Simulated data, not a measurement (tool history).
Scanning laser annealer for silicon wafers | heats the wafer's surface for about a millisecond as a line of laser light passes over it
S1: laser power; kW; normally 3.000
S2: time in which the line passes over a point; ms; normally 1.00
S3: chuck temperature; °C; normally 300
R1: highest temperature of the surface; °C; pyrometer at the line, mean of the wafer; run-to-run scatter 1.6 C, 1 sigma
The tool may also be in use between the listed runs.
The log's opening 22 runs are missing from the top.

run   hour     S1    S2   S3    R1
 23  179.5  3.000  1.00  284  1092
 24  184.9  3.283  1.00  330  1212
 25  193.4  3.018  0.84  320  1074
 26  199.9  3.182  0.84  313  1102
 27  204.2  3.182  0.84  313  1105
 28  214.3  3.015  1.11  298  1157
 29  224.4  3.210  1.11  290  1194
 30  229.0  3.000  1.00  324  1135
 31  234.5  3.000  1.05  335  1166
 32  241.1  3.000  1.05  335  1164
 33  248.8  2.809  0.95  329  1076
 34  257.7  2.809  0.95  329  1075
 35  262.0  2.867  0.70  326   986
 36  267.9  2.867  0.79  289   988
 37  276.4  2.867  0.79  289   992
 38  283.6  2.940  1.22  335  1209
 39  292.7  2.940  1.22  335  1207
 40  296.9  2.940  1.22  335  1206
 41  303.0  2.940  1.22  335  1207
 42  312.1  2.940  1.09  327  1152

Consider 3 possible next runs. They are alternatives, not a sequence: every one starts from the tool as it was left by run 42. What does each give?
  A  316.5  2.934  1.12  327   ?
  B  316.5  2.573  1.09  327   ?
  C  316.5  2.642  0.74  267   ?

run    R1
  A  1164
  B  1060
  C   898
Had the tool no hidden state, the same runs would have come out as:
run    R1
  A  1165
  B  1061
  C   899
